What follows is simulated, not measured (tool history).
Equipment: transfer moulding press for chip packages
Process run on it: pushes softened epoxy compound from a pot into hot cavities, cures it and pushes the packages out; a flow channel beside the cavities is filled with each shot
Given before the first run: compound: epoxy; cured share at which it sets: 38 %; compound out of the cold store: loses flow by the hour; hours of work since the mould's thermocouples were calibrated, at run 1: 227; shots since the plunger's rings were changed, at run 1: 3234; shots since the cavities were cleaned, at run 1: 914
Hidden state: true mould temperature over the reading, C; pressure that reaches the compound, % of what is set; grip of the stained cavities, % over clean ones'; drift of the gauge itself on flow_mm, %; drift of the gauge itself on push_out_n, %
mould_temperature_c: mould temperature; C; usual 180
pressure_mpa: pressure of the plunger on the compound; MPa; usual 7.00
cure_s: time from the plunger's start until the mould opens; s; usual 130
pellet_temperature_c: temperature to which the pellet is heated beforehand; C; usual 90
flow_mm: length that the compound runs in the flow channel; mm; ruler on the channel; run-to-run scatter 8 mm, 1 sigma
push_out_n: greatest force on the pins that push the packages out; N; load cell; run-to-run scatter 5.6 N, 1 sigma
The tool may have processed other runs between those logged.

run   hour  mould_temperature_c  pressure_mpa  cure_s  pellet_temperature_c  hours of work since the mould's thermocouples were calibrated  shots since the plunger's rings were changed  shots since the cavities were cleaned  incoming compound's hours out of the cold store  flow_mm  push_out_n
  1    0.0                  180          7.00     130                    90                                                            227                                          3234                                    914                                             47.1      760         357
  2    7.8                  180          7.00     130                    90                                                            231                                          3293                                    973                                             14.9      888         363
  3   18.9                  180          7.00     130                    90                                                            236                                          3378                                   1058                                             34.2      794         383
      28.4  -- cavities cleaned with cleaning compound and waxed
  4   29.2                  180          7.00     130                    90                                                            241                                          3445                                      7                                             35.8      791         513
  5   43.5                  174          7.00     130                    90                                                            248                                          3553                                    115                                              8.9      952         670
  6   56.7                  174          7.00     130                    90                                                            255                                          3654                                    216                                             39.6      797         574
      59.4  -- cavities cleaned with cleaning compound and waxed, once more
  7   71.0                  174          7.00     119                    90                                                            261                                          3751                                     89                                             46.4      762         294
  8   85.1                  183          5.50     122                   100                                                            269                                          3858                                    196                                             15.5      763         244
  9   95.6                  180          5.63     124                    82                                                            274                                          3937                                    275                                             21.2      757         287
 10  106.3                  184          5.63     158                    99                                                            279                                          4019                                    357                                             12.9      782         259
 11  116.4                  180          7.00     118                    90                                                            285                                          4096                                    434                                             31.9      814         326
 12  126.9                  180          7.00     118                    90                                                            290                                          4176                                    514                                              8.6      898         352

Here are 4 independent what-if runs from the current tool condition. What would each one return?
  A  140.9                  180          7.00     151                    90                                                            297                                          4282                                    620                                             40.8        ?           ?
  B  140.9                  178          7.00     130                    86                                                            297                                          4282                                    620                                              9.6        ?           ?
  C  140.9                  180          7.00     143                    90                                                            297                                          4282                                    620                                             23.5        ?           ?
  D  140.9                  177          7.00     146                    94                                                            297                                          4282                                    620                                             31.4        ?           ?

run  flow_mm  push_out_n
  A      763         304
  B      904         346
  C      821         297
  D      815         326
Without the tool's hidden state the same runs would have given:
run  flow_mm  push_out_n
  A      826         183
  B      978         202
  C      889         175
  D      882         193

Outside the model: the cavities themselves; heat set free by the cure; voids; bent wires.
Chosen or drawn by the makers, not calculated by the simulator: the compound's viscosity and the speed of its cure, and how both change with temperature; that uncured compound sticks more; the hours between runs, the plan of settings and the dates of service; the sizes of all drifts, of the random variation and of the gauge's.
